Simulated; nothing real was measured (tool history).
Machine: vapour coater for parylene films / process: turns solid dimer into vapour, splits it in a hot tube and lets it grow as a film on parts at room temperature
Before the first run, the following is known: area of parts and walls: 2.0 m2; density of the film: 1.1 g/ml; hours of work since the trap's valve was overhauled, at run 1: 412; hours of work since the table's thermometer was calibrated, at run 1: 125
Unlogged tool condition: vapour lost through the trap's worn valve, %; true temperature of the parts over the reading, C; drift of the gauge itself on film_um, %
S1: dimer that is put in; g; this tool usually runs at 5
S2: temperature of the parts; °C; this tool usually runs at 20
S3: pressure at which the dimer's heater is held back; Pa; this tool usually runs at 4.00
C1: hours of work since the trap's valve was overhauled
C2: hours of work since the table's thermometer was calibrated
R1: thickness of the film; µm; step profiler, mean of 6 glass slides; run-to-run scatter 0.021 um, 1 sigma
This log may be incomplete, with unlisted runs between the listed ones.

run	hour	S1	S2	S3	C1	C2	R1
1	0.0	5	20	4.00	412	125	1.09
2	37.5	5	20	4.00	431	143	1.09
3	76.5	5	20	4.00	450	163	1.12
4	107.9	5	20	4.00	466	178	1.06
5	146.3	5	20	4.00	485	197	1.09
6	184.2	5	20	4.00	504	216	1.03
# hour 214.6: trap's valve overhauled
7	232.0	5	20	4.00	9	238	1.13
8	263.6	5	20	4.00	24	253	1.17
9	288.7	5	20	4.00	37	266	1.19
10	333.2	5	20	5.28	59	288	1.08
11	361.8	5	20	4.00	73	302	1.14
12	408.3	5	20	4.00	96	325	1.11
13	429.0	5	20	4.00	106	335	1.14
14	450.2	5	20	4.00	117	346	1.12
15	485.3	9	21	9.40	134	363	1.65
16	515.8	9	21	9.40	149	378	1.70
17	553.7	2	23	10.44	168	397	0.29
18	582.1	7	31	10.84	182	411	0.77
19	613.4	3	17	2.26	197	426	0.84
20	640.7	4	17	2.26	211	440	1.13
21	676.3	6	20	3.30	229	457	1.35
22	696.1	3	20	6.23	238	467	0.58
23	729.1	2	23	5.38	255	484	0.38
24	764.2	8	20	4.75	272	501	1.70
25	788.8	5	15	2.90	284	513	1.43
26	828.5	4	13	3.85	304	533	1.17
27	853.7	3	26	3.98	316	545	0.48
28	890.0	9	26	3.98	334	563	1.51

What if the next run were any one of these 3? Each begins from the tool's condition after run 28:
A	925.2	8	27	3.98	352	581	?
B	925.2	2	21	5.30	352	581	?
C	925.2	5	31	4.00	352	581	?

run	R1
A	1.25
B	0.39
C	0.65
Without the tool's unlogged condition, the same runs would have read:
run	R1
A	1.40
B	0.43
C	0.72
